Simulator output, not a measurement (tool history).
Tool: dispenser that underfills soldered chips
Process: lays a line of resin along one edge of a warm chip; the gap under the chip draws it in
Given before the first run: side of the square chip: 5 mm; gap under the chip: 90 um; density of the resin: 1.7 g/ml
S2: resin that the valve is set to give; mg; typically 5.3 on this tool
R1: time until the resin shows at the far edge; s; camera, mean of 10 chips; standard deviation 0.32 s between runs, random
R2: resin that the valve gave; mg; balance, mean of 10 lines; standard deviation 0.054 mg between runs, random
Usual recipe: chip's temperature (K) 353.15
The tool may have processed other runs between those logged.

run 1 day=0 | chip's_temperature_(K)=353.15 S2=5.3 | R1=9.1 R2=4.93
-- day=0.096 dispensing valve cleaned and set on the balance
run 2 day=0.446 | chip's_temperature_(K)=353.15 S2=5.3 | R1=12.2 R2=5.28
-- day=0.6 new syringe of resin
run 3 day=1.138 | chip's_temperature_(K)=344.15 S2=5.3 | R1=16.6 R2=5.25
-- day=1.196 new syringe of resin
run 4 day=1.704 | chip's_temperature_(K)=344.15 S2=5.3 | R1=15.7 R2=5.18
-- day=1.804 new syringe of resin
run 5 day=2.267 | chip's_temperature_(K)=353.15 S2=4.56 | R1=12.7 R2=4.43
-- day=2.375 new syringe of resin
run 6 day=2.688 | chip's_temperature_(K)=353.15 S2=4.56 | R1=11.6 R2=4.33
-- day=2.979 new syringe of resin
run 7 day=3.004 | chip's_temperature_(K)=353.15 S2=4.56 | R1=9.6 R2=4.43
-- day=3.554 new syringe of resin
run 8 day=3.558 | chip's_temperature_(K)=353.15 S2=4.56 | R1=10.1 R2=4.45
-- day=4.15 new syringe of resin
run 9 day=4.179 | chip's_temperature_(K)=353.15 S2=5.3 | R1=9.4 R2=4.96
run 10 day=4.492 | chip's_temperature_(K)=353.15 S2=5.3 | R1=10.8 R2=4.92
-- day=4.721 new syringe of resin
run 11 day=5.083 | chip's_temperature_(K)=362.15 S2=5.3 | R1=8.4 R2=4.86
-- day=5.329 new syringe of resin
run 12 day=5.621 | chip's_temperature_(K)=362.15 S2=5.68 | R1=8.1 R2=5.23
-- day=5.717 dispensing valve cleaned and set on the balance
-- day=5.967 new syringe of resin
run 13 day=5.979 | chip's_temperature_(K)=362.15 S2=5.68 | R1=7 R2=5.69
-- day=6.554 new syringe of resin
run 14 day=6.667 | chip's_temperature_(K)=353.15 S2=5.27 | R1=9.6 R2=5.21
run 15 day=7.067 | chip's_temperature_(K)=353.15 S2=5.27 | R1=12 R2=5.15
-- day=7.125 new syringe of resin
-- day=7.725 new syringe of resin
run 16 day=7.775 | chip's_temperature_(K)=353.15 S2=5.3 | R1=9.4 R2=5.22
run 17 day=8.1 | chip's_temperature_(K)=360.15 S2=5.3 | R1=8.9 R2=5.17
-- day=8.321 new syringe of resin
run 18 day=8.475 | chip's_temperature_(K)=353.15 S2=4.54 | R1=10 R2=4.42
-- day=8.917 new syringe of resin
run 19 day=9.121 | chip's_temperature_(K)=338.15 S2=4.82 | R1=17.3 R2=4.56
-- day=9.512 new syringe of resin
run 20 day=9.708 | chip's_temperature_(K)=342.15 S2=5.85 | R1=14.2 R2=5.56
-- day=10.083 new syringe of resin
run 21 day=10.4 | chip's_temperature_(K)=355.15 S2=5.11 | R1=10.9 R2=4.84
-- day=10.7 new syringe of resin
run 22 day=10.838 | chip's_temperature_(K)=355.15 S2=5.11 | R1=9.4 R2=4.74
run 23 day=11.246 | chip's_temperature_(K)=355.15 S2=5.11 | R1=12.1 R2=4.63
-- day=11.312 new syringe of resin
-- day=11.354 dispensing valve cleaned and set on the balance
-- day=11.925 new syringe of resin
run 24 day=11.925 | chip's_temperature_(K)=349.15 S2=4.76 | R1=10.9 R2=4.73
run 25 day=12.425 | chip's_temperature_(K)=341.15 S2=5.19 | R1=16.9 R2=5.12
-- day=12.525 new syringe of resin
run 26 day=12.892 | chip's_temperature_(K)=348.15 S2=5.1 | R1=12.9 R2=4.99
-- day=13.121 new syringe of resin
run 27 day=13.512 | chip's_temperature_(K)=367.15 S2=6.49 | R1=7.2 R2=6.23
-- day=13.721 new syringe of resin
run 28 day=13.842 | chip's_temperature_(K)=367.15 S2=6.49 | R1=5.5 R2=6.29
run 29 day=14.171 | chip's_temperature_(K)=342.15 S2=6.49 | R1=15.4 R2=6.22
-- day=14.296 new syringe of resin
run 30 day=14.642 | chip's_temperature_(K)=340.15 S2=5.66 | R1=15.9 R2=5.57
-- day=14.892 new syringe of resin
run 31 day=15.267 | chip's_temperature_(K)=366.15 S2=5.3 | R1=7.5 R2=4.95
-- day=15.492 new syringe of resin
run 32 day=15.729 | chip's_temperature_(K)=366.15 S2=5.3 | R1=6.7 R2=4.95
-- day=16.058 new syringe of resin
run 33 day=16.183 | chip's_temperature_(K)=366.15 S2=5.3 | R1=6.6 R2=5.02
run 34 day=16.512 | chip's_temperature_(K)=358.15 S2=5.52 | R1=9.8 R2=5.01
-- day=16.629 new syringe of resin
run 35 day=16.867 | chip's_temperature_(K)=355.15 S2=5.71 | R1=9.2 R2=5.25
-- day=16.971 dispensing valve cleaned and set on the balance
-- day=17.233 new syringe of resin
run 36 day=17.542 | chip's_temperature_(K)=346.15 S2=5.71 | R1=12.6 R2=5.67

Hidden state or all else? Some run-to-run changes of R1, split into what the settings, what came in and random variation would give without the hidden state, and what is left for the hidden state (with any gauge scatter that isn't in both results):
Hidden conditions of the tool in this case: resin's viscosity, % of fresh resin's; dose that the valve gives, % of what is set; true chip temperature over the reading, C; drift of the gauge itself on fill_s, %; drift of the gauge itself on given_mg, %.
Run 18 -> 19: chip's temperature (K) 353.15 -> 338.15, S2 4.54 -> 4.82, new syringe of resin. R1 +7.3 s: hidden state +0.5, all else +6.8.
Run 22 -> 23: no setting changed, nothing entered. R1 +2.7 s: hidden state +2.4, all else +0.3.
Run 23 -> 24: chip's temperature (K) 355.15 -> 349.15, S2 5.11 -> 4.76, new syringe of resin, dispensing valve cleaned and set on the balance, new syringe of resin. R1 -1.2 s: hidden state -3.5, all else +2.3.
Run 24 -> 25: chip's temperature (K) 349.15 -> 341.15, S2 4.76 -> 5.19. R1 +6 s: hidden state +3.7, all else +2.3.
Run 28 -> 29: chip's temperature (K) 367.15 -> 342.15. R1 +9.9 s: hidden state +2.2, all else +7.7.
Run 30 -> 31: chip's temperature (K) 340.15 -> 366.15, S2 5.66 -> 5.3, new syringe of resin. R1 -8.4 s: hidden state -1, all else -7.4.
